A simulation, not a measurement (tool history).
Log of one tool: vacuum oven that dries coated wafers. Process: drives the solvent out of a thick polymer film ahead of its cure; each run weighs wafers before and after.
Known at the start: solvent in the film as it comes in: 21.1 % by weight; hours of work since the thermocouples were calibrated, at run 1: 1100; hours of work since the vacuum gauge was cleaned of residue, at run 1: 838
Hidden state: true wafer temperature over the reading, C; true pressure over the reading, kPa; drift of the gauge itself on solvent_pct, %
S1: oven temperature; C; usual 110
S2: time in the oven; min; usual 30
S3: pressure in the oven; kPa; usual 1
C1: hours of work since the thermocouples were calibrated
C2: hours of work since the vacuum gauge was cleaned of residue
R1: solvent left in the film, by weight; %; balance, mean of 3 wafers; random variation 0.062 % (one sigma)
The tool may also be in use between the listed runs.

Run 1, hour 0: usual settings; C1 1100; C2 838. Result: R1 3.77 %.
Run 2, hour 59.5: usual settings but S1 106 C; C1 1143; C2 881. Result: R1 4.96 %.
Run 3, hour 96.6: usual settings but S3 2.71 kPa; C1 1170; C2 908. Result: R1 4.36 %.
Run 4, hour 163.7: usual settings; C1 1218; C2 956. Result: R1 3.67 %.
Run 5, hour 197.2: usual settings; C1 1242; C2 980. Result: R1 3.66 %.
Run 6, hour 240.6: usual settings; C1 1274; C2 1011. Result: R1 3.74 %.
Run 7, hour 279.1: usual settings; C1 1301; C2 1039. Result: R1 3.85 %.
Run 8, hour 334.7: usual settings; C1 1341; C2 1079. Result: R1 3.74 %.
Run 9, hour 376.8: usual settings; C1 1372; C2 1109. Result: R1 3.66 %.
Run 10, hour 416.8: usual settings; C1 1401; C2 1138. Result: R1 3.75 %.
Run 11, hour 463.8: usual settings but S1 122 C; C1 1434; C2 1172. Result: R1 1.13 %.
Run 12, hour 517.3: usual settings; C1 1473; C2 1210. Result: R1 3.62 %.
Run 13, hour 553.4: usual settings; C1 1499; C2 1236. Result: R1 3.77 %.
Run 14, hour 618.9: usual settings; C1 1546; C2 1284. Result: R1 3.74 %.
Run 15, hour 680.1: usual settings but S2 33 min; C1 1590; C2 1328. Result: R1 3.15 %.
Run 16, hour 741: usual settings but S2 33 min; C1 1634; C2 1371. Result: R1 3.31 %.
Run 17, hour 797.8: usual settings but S2 33 min; C1 1675; C2 1412. Result: R1 3.13 %.
Run 18, hour 834.6: usual settings but S2 33 min; C1 1701; C2 1439. Result: R1 3.29 %.
Run 19, hour 864.6: usual settings but S2 33 min; C1 1723; C2 1460. Result: R1 3.27 %.
At hour 893.8: oven's thermocouples calibrated.
Run 20, hour 915.1: usual settings but S1 123 C; C1 15; C2 1495. Result: R1 0.95 %.

The next listed run, before its measurement:
Run 21, hour 953.8: usual settings but S1 123 C; C1 43; C2 1523. Result: R1 ?.

{"run 21": {"R1": 0.92}}
Without the tool's hidden state the same run would have given R1 0.91 %.
